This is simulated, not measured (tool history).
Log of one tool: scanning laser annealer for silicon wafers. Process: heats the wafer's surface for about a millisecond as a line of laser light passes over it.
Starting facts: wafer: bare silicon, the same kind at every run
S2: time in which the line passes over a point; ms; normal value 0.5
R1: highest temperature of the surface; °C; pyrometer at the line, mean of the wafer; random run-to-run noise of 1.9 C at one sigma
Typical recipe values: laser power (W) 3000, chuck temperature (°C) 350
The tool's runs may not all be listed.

Run 1, hour 0: usual settings. Result: R1 1145 °C.
Run 2, hour 6.6: usual settings but laser power (W) 3045. Result: R1 1159 °C.
Run 3, hour 16.4: usual settings but laser power (W) 3045. Result: R1 1159 °C.
Run 4, hour 26.6: usual settings but laser power (W) 3045. Result: R1 1159 °C.
Run 5, hour 35.9: usual settings. Result: R1 1144 °C.
Run 6, hour 42.8: usual settings. Result: R1 1143 °C.
Run 7, hour 52.8: usual settings. Result: R1 1145 °C.
Run 8, hour 62.2: usual settings. Result: R1 1142 °C.
Run 9, hour 73.8: usual settings. Result: R1 1141 °C.
Run 10, hour 79.8: usual settings. Result: R1 1141 °C.
Run 11, hour 90.4: usual settings. Result: R1 1136 °C.
Run 12, hour 98.9: usual settings but laser power (W) 2887. Result: R1 1105 °C.
Run 13, hour 109.4: usual settings but laser power (W) 2887. Result: R1 1103 °C.
Run 14, hour 116.6: usual settings but laser power (W) 2620. Result: R1 1025 °C.
Run 15, hour 122.4: usual settings but laser power (W) 2620. Result: R1 1023 °C.
Run 16, hour 129.6: usual settings but laser power (W) 2695, S2 0.444 ms. Result: R1 1005 °C.
Run 17, hour 138.9: usual settings but laser power (W) 3032, S2 0.458 ms, chuck temperature (°C) 371. Result: R1 1127 °C.
Run 18, hour 145: usual settings but laser power (W) 3032, S2 0.458 ms, chuck temperature (°C) 371. Result: R1 1129 °C.
At hour 152.3: window over the wafer cleaned.
Run 19, hour 156.6: usual settings but laser power (W) 3071, S2 0.367 ms, chuck temperature (°C) 346. Result: R1 1076 °C.
Run 20, hour 168.1: usual settings but laser power (W) 3071, S2 0.367 ms, chuck temperature (°C) 346. Result: R1 1075 °C.
Run 21, hour 178.4: usual settings but laser power (W) 3071, S2 0.367 ms, chuck temperature (°C) 346. Result: R1 1075 °C.
Run 22, hour 184.8: usual settings but laser power (W) 3010, S2 0.367 ms, chuck temperature (°C) 346. Result: R1 1059 °C.
Run 23, hour 191: usual settings but laser power (W) 2869, S2 0.369 ms, chuck temperature (°C) 346. Result: R1 1021 °C.
Run 24, hour 199.2: usual settings but S2 0.461 ms. Result: R1 1144 °C.
Run 25, hour 207.3: usual settings but S2 0.461 ms. Result: R1 1142 °C.
Run 26, hour 218.5: usual settings but laser power (W) 2580, S2 0.44 ms, chuck temperature (°C) 371. Result: R1 1023 °C.
Run 27, hour 224.5: usual settings but laser power (W) 2571, S2 0.411 ms, chuck temperature (°C) 379. Result: R1 1008 °C.
Run 28, hour 237: usual settings but laser power (W) 2571, S2 0.542 ms, chuck temperature (°C) 379. Result: R1 1101 °C.
Run 29, hour 243.2: usual settings but laser power (W) 2571, S2 0.52 ms, chuck temperature (°C) 355. Result: R1 1059 °C.

Forecast each of these 5 alternatives for the next run:
Run A, hour 255.6: usual settings but laser power (W) 3250, S2 0.52 ms, chuck temperature (°C) 355. Result: R1 ?.
Run B, hour 255.6: usual settings but laser power (W) 2803, S2 0.52 ms, chuck temperature (°C) 355. Result: R1 ?.
Run C, hour 255.6: usual settings but laser power (W) 2863. Result: R1 ?.
Run D, hour 255.6: usual settings but chuck temperature (°C) 380. Result: R1 ?.
Run E, hour 255.6: usual settings but laser power (W) 2784, S2 0.507 ms. Result: R1 ?.

run    R1
  A  1272
  B  1128
  C  1126
  D  1202
  E  1113
Without the tool's unlogged condition, the same runs would have read:
run    R1
  A  1291
  B  1144
  C  1142
  D  1218
  E  1128
